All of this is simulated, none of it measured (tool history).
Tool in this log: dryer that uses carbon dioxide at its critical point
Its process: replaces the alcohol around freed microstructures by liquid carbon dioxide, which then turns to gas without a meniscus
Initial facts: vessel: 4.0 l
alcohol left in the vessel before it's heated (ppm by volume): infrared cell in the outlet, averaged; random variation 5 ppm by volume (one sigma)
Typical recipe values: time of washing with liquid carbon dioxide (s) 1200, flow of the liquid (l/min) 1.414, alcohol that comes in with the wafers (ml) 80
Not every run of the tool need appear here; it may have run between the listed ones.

run	hour	time of washing with liquid carbon dioxide (s)	flow of the liquid (l/min)	alcohol that comes in with the wafers (ml)	alcohol left in the vessel before it's heated (ppm by volume)
1	0.0	1200	1.414	80	56
2	55.2	1200	1.810	80	33
3	113.4	1200	1.810	80	36
# hour 147.7: inlet filter changed
4	170.6	1200	1.810	80	40
5	206.4	1200	1.414	80	54
6	250.9	1200	1.414	80	72
7	301.5	1200	1.414	80	62
8	329.7	1200	1.414	80	80
9	371.0	1380	1.190	80	97
10	412.8	1380	1.190	80	109
11	474.6	780	2.330	80	83
12	532.7	780	2.330	80	91
# hour 561.4: inlet filter changed
13	563.0	1020	1.140	80	247
14	613.2	840	1.840	32	76

The logged runs with the hidden state left out (each run's random variation unchanged):
Hidden state present: flow that reaches the vessel past the clogged filter, %; alcohol in the recycled carbon dioxide, ppm; drift of the gauge itself on alcohol_ppm, %.
run	alcohol left in the vessel before it's heated (ppm by volume)
1	17
2	5
3	3
4	10
5	17
6	29
7	12
8	27
9	30
10	34
11	14
12	17
13	186
14	12
